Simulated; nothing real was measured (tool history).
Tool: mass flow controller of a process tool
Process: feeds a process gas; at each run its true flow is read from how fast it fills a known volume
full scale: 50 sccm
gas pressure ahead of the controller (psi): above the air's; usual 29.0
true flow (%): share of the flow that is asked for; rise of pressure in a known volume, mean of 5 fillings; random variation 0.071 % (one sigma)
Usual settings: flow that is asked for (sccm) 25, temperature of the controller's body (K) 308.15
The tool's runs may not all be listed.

run    hour  flow that is asked for (sccm)  gas pressure ahead of the controller (psi)  temperature of the controller's body (K)  true flow (%)
  1     0.0                             25                                        29.0                                    308.15         100.40
  2    88.1                             25                                        29.0                                    308.15         100.49
  3   236.7                             25                                        29.0                                    308.15         100.93
  4   300.3                              5                                        29.0                                    308.15         100.41
  5   416.7                             25                                        29.0                                    302.15         100.62
  6   490.1                             25                                        29.0                                    302.15         100.76
  7   610.6                             13                                        24.7                                    313.15         101.84
  8   749.3                              7                                        26.0                                    308.15         101.47
  9   853.5                              7                                        26.0                                    308.15         101.68
 10   929.9                             34                                        26.1                                    301.15         101.68
 11  1039.3                             34                                        26.1                                    301.15         101.86
 12  1129.8                             25                                        30.5                                    308.15         102.38

Forecast each of these 3 alternatives for the next run:
  A  1282.0                             25                                        30.5                                    295.15              ?
  B  1282.0                             25                                        36.5                                    312.15              ?
  C  1282.0                             25                                        37.0                                    308.15              ?

run  true flow (%)
  A         101.49
  B         102.78
  C         102.36
Without the tool's hidden state the same runs would have given:
run  true flow (%)
  A          99.21
  B         100.46
  C         100.06

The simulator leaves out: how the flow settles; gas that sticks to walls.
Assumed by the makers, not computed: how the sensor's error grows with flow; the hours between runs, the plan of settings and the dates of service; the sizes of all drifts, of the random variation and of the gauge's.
